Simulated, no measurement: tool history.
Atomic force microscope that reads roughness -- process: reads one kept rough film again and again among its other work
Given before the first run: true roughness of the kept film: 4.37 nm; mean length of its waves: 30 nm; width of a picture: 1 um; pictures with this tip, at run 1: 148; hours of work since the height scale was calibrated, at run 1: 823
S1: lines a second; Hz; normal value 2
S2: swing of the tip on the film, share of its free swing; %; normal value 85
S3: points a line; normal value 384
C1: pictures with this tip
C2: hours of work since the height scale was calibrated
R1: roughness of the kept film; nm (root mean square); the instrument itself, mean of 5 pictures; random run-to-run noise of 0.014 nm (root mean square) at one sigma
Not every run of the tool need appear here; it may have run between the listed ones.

run 1 hour=0 | S1=2 S2=85 S3=384 | C1=148 C2=823 | R1=3.159
run 2 hour=12.2 | S1=2 S2=85 S3=384 | C1=176 C2=832 | R1=3.125
run 3 hour=30 | S1=2 S2=85 S3=329 | C1=217 C2=846 | R1=3.088
run 4 hour=51 | S1=2 S2=85 S3=303 | C1=265 C2=862 | R1=3.036
-- hour=57.2 new tip fitted
run 5 hour=64.7 | S1=2 S2=85 S3=532 | C1=17 C2=873 | R1=3.313
run 6 hour=91.8 | S1=2 S2=85 S3=532 | C1=80 C2=894 | R1=3.247
run 7 hour=109.9 | S1=2 S2=79 S3=384 | C1=122 C2=908 | R1=3.332
run 8 hour=134.3 | S1=2.79 S2=57 S3=384 | C1=178 C2=927 | R1=3.544
-- hour=137.3 height scale calibrated on a step standard
run 9 hour=152.2 | S1=2.79 S2=57 S3=384 | C1=217 C2=12 | R1=3.492

Estimate the outcome of run 10 from the log above:
run 10 hour=176.4 | S1=2.79 S2=57 S3=384 | C1=273 C2=31 | R1=?

R1: 3.454 nm (root mean square)
The same run, on a tool lacking any hidden state, would have yielded R1 3.763 nm (root mean square).

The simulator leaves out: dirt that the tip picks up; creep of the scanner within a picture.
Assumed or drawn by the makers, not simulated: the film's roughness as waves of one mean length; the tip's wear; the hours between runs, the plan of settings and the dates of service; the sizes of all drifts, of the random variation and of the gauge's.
